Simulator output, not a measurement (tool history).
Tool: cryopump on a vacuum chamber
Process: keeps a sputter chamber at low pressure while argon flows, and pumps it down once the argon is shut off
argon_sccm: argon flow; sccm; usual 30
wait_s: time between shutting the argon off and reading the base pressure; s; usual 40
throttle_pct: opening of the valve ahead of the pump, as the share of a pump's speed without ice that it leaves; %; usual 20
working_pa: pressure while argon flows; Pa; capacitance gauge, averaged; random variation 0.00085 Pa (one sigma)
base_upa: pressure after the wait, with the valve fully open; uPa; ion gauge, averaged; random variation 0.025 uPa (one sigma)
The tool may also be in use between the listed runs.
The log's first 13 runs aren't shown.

Run 14, day 30.133: usual settings but wait_s 70 s. Result: working_pa 0.1775 Pa, base_upa 1.14 uPa.
Run 15, day 32.167: usual settings but wait_s 273 s. Result: working_pa 0.1762 Pa, base_upa 0.88 uPa.
Run 16, day 34.358: usual settings but wait_s 207 s. Result: working_pa 0.1785 Pa, base_upa 0.90 uPa.
Run 17, day 36.129: usual settings but wait_s 207 s. Result: working_pa 0.1792 Pa, base_upa 0.93 uPa.
Run 18, day 37.392: usual settings but wait_s 207 s. Result: working_pa 0.1801 Pa, base_upa 0.95 uPa.
Run 19, day 38.575: usual settings but argon_sccm 19 sccm, wait_s 43 s, throttle_pct 35 %. Result: working_pa 0.0672 Pa, base_upa 1.54 uPa.
Run 20, day 40.842: usual settings but argon_sccm 29 sccm, wait_s 68 s, throttle_pct 35 %. Result: working_pa 0.1034 Pa, base_upa 1.30 uPa.
Run 21, day 42.212: usual settings but argon_sccm 33 sccm, throttle_pct 28 %. Result: working_pa 0.1446 Pa, base_upa 1.63 uPa.
Run 22, day 43.546: usual settings but argon_sccm 22 sccm, wait_s 20 s, throttle_pct 60 %. Result: working_pa 0.0475 Pa, base_upa 2.40 uPa.
Run 23, day 46.038: usual settings but argon_sccm 22 sccm, wait_s 92 s, throttle_pct 18 %. Result: working_pa 0.1467 Pa, base_upa 1.21 uPa.
Run 24, day 48.100: usual settings but argon_sccm 22 sccm, wait_s 92 s, throttle_pct 18 %. Result: working_pa 0.1465 Pa, base_upa 1.28 uPa.
Run 25, day 49.396: usual settings but argon_sccm 22 sccm, wait_s 92 s, throttle_pct 18 %. Result: working_pa 0.1477 Pa, base_upa 1.33 uPa.
Run 26, day 51.142: usual settings but argon_sccm 28 sccm, wait_s 211 s. Result: working_pa 0.1699 Pa, base_upa 1.08 uPa.
Run 27, day 53.379: usual settings but argon_sccm 28 sccm, wait_s 211 s. Result: working_pa 0.1697 Pa, base_upa 1.15 uPa.
Run 28, day 55.979: usual settings but argon_sccm 15 sccm, wait_s 51 s, throttle_pct 36 %. Result: working_pa 0.0526 Pa, base_upa 1.59 uPa.
Run 29, day 58.150: usual settings but argon_sccm 15 sccm, wait_s 51 s, throttle_pct 36 %. Result: working_pa 0.0535 Pa, base_upa 1.68 uPa.
At day 58.704: pump warmed up, emptied and cooled again.
Run 30, day 60.800: usual settings but argon_sccm 23 sccm, wait_s 35 s. Result: working_pa 0.1340 Pa, base_upa 1.76 uPa.
Run 31, day 62.000: usual settings but argon_sccm 23 sccm, wait_s 35 s. Result: working_pa 0.1329 Pa, base_upa 1.77 uPa.
Run 32, day 64.354: usual settings but argon_sccm 57 sccm, wait_s 151 s, throttle_pct 32 %. Result: working_pa 0.2074 Pa, base_upa 1.10 uPa.
Run 33, day 66.054: usual settings but argon_sccm 14 sccm, wait_s 37 s, throttle_pct 16 %. Result: working_pa 0.1016 Pa, base_upa 1.80 uPa.
Run 34, day 67.900: usual settings but argon_sccm 37 sccm, wait_s 115 s, throttle_pct 16 %. Result: working_pa 0.2699 Pa, base_upa 1.27 uPa.

3 ways to go on from here, each from the tool as it stands after run 34. What would each give?
Run A, day 69.342: usual settings but argon_sccm 18 sccm, wait_s 33 s, throttle_pct 46 %. Result: working_pa ?, base_upa ?.
Run B, day 69.342: usual settings but argon_sccm 37 sccm, wait_s 188 s, throttle_pct 16 %. Result: working_pa ?, base_upa ?.
Run C, day 69.342: usual settings but argon_sccm 32 sccm, wait_s 115 s, throttle_pct 44 %. Result: working_pa ?, base_upa ?.

run  working_pa  base_upa
  A      0.0456      1.97
  B      0.2681      1.11
  C      0.0862      1.27
Without the tool's hidden state the same runs would have given:
run  working_pa  base_upa
  A      0.0439      1.19
  B      0.2647      0.35
  C      0.0833      0.47
